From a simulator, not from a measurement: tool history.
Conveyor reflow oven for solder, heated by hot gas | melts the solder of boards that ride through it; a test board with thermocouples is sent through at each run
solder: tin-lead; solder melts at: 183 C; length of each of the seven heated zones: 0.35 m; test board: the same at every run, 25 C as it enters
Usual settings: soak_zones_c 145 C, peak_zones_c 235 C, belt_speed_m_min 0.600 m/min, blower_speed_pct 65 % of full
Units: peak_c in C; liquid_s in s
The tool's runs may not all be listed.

run	day	soak_zones_c	peak_zones_c	belt_speed_m_min	blower_speed_pct	peak_c	liquid_s
1	0.000	145	235	0.600	65	217.3	55.0
2	1.217	145	235	0.600	65	217.5	54.8
3	3.354	145	235	0.600	58	215.4	53.6
4	6.096	145	245	0.600	65	225.5	60.0
5	7.267	145	245	0.600	65	225.3	60.1
6	9.100	145	245	0.600	65	225.1	59.9
7	11.017	145	245	0.600	65	225.0	59.8
8	12.812	145	245	0.600	65	224.8	59.5
9	15.088	145	245	0.600	65	224.9	59.7
10	16.346	158	245	0.600	65	227.1	66.0
11	18.362	158	245	0.600	65	227.0	65.8
12	19.658	145	235	0.600	65	216.1	53.7
# day 21.646: flux residue cleaned out of gas plates and filters
13	21.708	149	235	0.600	65	218.1	57.3
14	23.188	145	235	0.600	65	217.6	54.9
# day 23.658: thermocouples of zones 6 and 7 changed
15	24.438	145	235	0.600	65	219.5	56.7
16	26.229	149	232	0.662	65	214.5	49.3
17	27.479	145	247	0.600	75	231.6	63.6
18	29.812	137	229	0.514	75	218.3	64.0
19	32.688	145	235	0.481	65	224.9	75.6
20	35.538	145	235	0.600	79	221.4	58.2
21	37.112	149	235	0.550	52	219.5	63.4
# day 37.425: belt drive overhauled, speed set with a stopwatch
22	39.575	154	244	0.600	65	227.9	65.0
23	40.771	154	244	0.600	65	228.4	65.1
24	42.800	144	235	0.544	65	221.0	63.8
# day 44.483: belt drive overhauled, speed set with a stopwatch, once more
25	44.575	152	238	0.544	79	226.4	69.9

Forecast run 26:
26	46.783	152	238	0.544	79	?	?

Run 26 gave peak_c 226.4 C, liquid_s 69.7 s.
Without the tool's hidden state the same run would have given peak_c 228.4 C, liquid_s 70.8 s.
